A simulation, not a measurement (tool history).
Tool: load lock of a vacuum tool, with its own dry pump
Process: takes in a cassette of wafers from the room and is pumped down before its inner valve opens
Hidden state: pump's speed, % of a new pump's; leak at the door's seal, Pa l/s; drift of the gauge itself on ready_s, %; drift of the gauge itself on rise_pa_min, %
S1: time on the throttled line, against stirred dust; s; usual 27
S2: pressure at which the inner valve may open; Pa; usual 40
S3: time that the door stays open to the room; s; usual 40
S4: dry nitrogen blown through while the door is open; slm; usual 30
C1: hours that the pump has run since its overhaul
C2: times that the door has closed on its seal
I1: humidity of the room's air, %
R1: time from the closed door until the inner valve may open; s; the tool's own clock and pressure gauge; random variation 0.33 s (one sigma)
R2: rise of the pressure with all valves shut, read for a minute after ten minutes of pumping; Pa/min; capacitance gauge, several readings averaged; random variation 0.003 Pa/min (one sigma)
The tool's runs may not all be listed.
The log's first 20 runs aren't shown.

run    hour  S1  S2   S3  S4     C1     C2    I1    R1     R2
 21    2199  27  72   40  30  10074  37539  42.3  45.9  0.041
 22    2287  27  72   40  30  10162  37923  46.9  45.9  0.037
 23  2445.6  27  72   40  30  10321  38617  41.1  46.1  0.037
 24  2565.2  25  49  121   5  10441  39139  44.9    46   0.11
 25  2724.3  27  40   71  30  10600  39835  43.8    48   0.04
 26  2895.1  27  40   40  20  10770  40581  46.2  48.5  0.044
 27  3004.5  27  33  118  20  10880  41059  44.6    49  0.079
 28  3081.6  30  29   40  30  10957  41396  44.8  51.9  0.041
     3125.7  -- door's seal changed, seat wiped
 29  3222.7  27  67   89  24  11097    425  42.2  45.8  0.057
 30  3337.6  54  67   89   4  11211    927  45.1  66.2  0.101
 31  3476.4  54  67   89   4  11350   1533  48.2  65.8  0.104
 32  3599.1  54  59   89   5  11473   2070  48.5  66.6  0.102
       3713  -- dry pump taken out, an overhauled one fitted
 33  3776.5  27  42  163  27     64   2819  42.7  47.5  0.076
 34  3952.3  16  45   40  30    239   3587  46.4  40.1   0.03
 35  4084.5  16  45   40  30    371   4165  45.6  39.4  0.037
 36  4211.1  27  40   68  30    498   4719  43.1  48.1   0.04
 37  4361.8  35  40  233   6    649   5378    45  54.2  0.152

3 ways to go on from here, each from the tool as it stands after run 37. What would each give?
  A  4509.2  27  40   40   6  796  6022  45.2   ?   ?
  B  4509.2  27  40  122  30  796  6022  45.7   ?   ?
  C  4509.2  27  35   40  30  796  6022  44.5   ?   ?

run    R1     R2
  A  47.9  0.057
  B  47.8  0.061
  C  48.5  0.038
Without the tool's hidden state the same runs would have given:
run    R1     R2
  A  47.9  0.057
  B  47.8  0.061
  C  48.5  0.037
